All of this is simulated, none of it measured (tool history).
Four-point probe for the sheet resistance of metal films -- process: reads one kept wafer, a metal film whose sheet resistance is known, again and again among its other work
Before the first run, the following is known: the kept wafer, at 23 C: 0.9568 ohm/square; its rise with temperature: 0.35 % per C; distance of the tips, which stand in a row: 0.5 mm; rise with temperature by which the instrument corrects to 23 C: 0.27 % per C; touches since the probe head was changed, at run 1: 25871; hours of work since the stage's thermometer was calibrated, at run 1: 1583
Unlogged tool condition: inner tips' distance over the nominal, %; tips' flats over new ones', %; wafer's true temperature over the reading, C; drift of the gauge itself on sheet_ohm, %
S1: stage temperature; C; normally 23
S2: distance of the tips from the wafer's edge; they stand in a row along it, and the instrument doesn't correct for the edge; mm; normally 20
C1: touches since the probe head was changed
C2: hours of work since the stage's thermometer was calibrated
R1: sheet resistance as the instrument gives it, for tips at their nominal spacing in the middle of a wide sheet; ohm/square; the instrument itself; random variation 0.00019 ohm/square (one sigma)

Run 1, hour 0.0: usual settings; C1 25871; C2 1583. Result: R1 0.955403 ohm/square.
Run 2, hour 26.4: usual settings but S2 6 mm; C1 26548; C2 1598. Result: R1 0.958361 ohm/square.
Run 3, hour 41.0: usual settings but S2 6 mm; C1 26921; C2 1606. Result: R1 0.958615 ohm/square.
Run 4, hour 67.6: usual settings; C1 27603; C2 1621. Result: R1 0.955146 ohm/square.
Run 5, hour 90.2: usual settings; C1 28182; C2 1633. Result: R1 0.954365 ohm/square.
Run 6, hour 122.2: usual settings; C1 29004; C2 1651. Result: R1 0.954854 ohm/square.
Run 7, hour 137.0: usual settings but S1 30 C, S2 16 mm; C1 29382; C2 1659. Result: R1 0.960070 ohm/square.
At hour 154.6: stage's thermometer calibrated.
Run 8, hour 166.6: usual settings but S1 32 C, S2 71 mm; C1 30127; C2 7. Result: R1 0.961792 ohm/square.
Run 9, hour 197.3: usual settings but S1 32 C, S2 71 mm; C1 30914; C2 23. Result: R1 0.962442 ohm/square.
Run 10, hour 221.5: usual settings but S1 32 C, S2 71 mm; C1 31537; C2 37. Result: R1 0.961758 ohm/square.

For each entry between runs, how does the tool's hidden state at the last listed run before it compare with that at the first listed run after it?
From run 7 to run 8: stage's thermometer calibrated (hour 154.6)
  inner tips' distance over the nominal, %: -0.165 -> -0.168; tips' flats over new ones', %: 17 -> 18; wafer's true temperature over the reading, C: -0.15 -> 0.07
  measured less the result without the state, R1: -0.002212 -> -0.001518 ohm/square
